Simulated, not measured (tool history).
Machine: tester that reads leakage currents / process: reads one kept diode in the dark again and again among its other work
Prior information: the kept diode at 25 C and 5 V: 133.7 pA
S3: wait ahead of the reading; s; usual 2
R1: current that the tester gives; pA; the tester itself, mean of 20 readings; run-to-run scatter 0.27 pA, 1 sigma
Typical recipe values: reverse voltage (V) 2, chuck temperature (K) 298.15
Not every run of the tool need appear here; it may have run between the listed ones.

{"run": 1, "hour": 0.0, "reverse voltage (V)": 2, "chuck temperature (K)": 298.15, "S3": 2, "R1": 86.25}
{"run": 2, "hour": 107.8, "reverse voltage (V)": 2, "chuck temperature (K)": 298.15, "S3": 2, "R1": 86.4}
{"run": 3, "hour": 342.9, "reverse voltage (V)": 2, "chuck temperature (K)": 298.15, "S3": 2, "R1": 86.44}
{"run": 4, "hour": 470.8, "reverse voltage (V)": 3.52, "chuck temperature (K)": 298.15, "S3": 2, "R1": 112.61}
{"run": 5, "hour": 680.1, "reverse voltage (V)": 3.52, "chuck temperature (K)": 294.15, "S3": 2, "R1": 82.96}
{"run": 6, "hour": 893.8, "reverse voltage (V)": 4.03, "chuck temperature (K)": 307.15, "S3": 2, "R1": 231.92}
{"hour": 918.8, "done": "chuck's temperature calibrated"}
{"hour": 1037.9, "done": "probe card cleaned and baked"}
{"run": 7, "hour": 1067.2, "reverse voltage (V)": 4.03, "chuck temperature (K)": 307.15, "S3": 2, "R1": 227.51}
{"run": 8, "hour": 1182.3, "reverse voltage (V)": 2, "chuck temperature (K)": 329.15, "S3": 0.83, "R1": 729.63}
{"run": 9, "hour": 1304.5, "reverse voltage (V)": 2, "chuck temperature (K)": 329.15, "S3": 0.83, "R1": 728.48}
{"run": 10, "hour": 1498.1, "reverse voltage (V)": 16.32, "chuck temperature (K)": 329.15, "S3": 0.83, "R1": 1969.53}

Some steps in R1 between neighbouring runs. How much of each would the tool show without its hidden state too (settings, what came in, random variation), and how much is left for the hidden state, with any gauge scatter that isn't in both results?
The hidden state here: stray current of the dirty probe card, pA a volt; current scale over the true one, %; true chuck temperature over the reading, C; drift of the gauge itself on leakage_pa, %.
Run 9 -> 10: reverse voltage (V) 2 -> 16.32. R1 +1241.05 pA: hidden state -61.55, all else +1302.6.
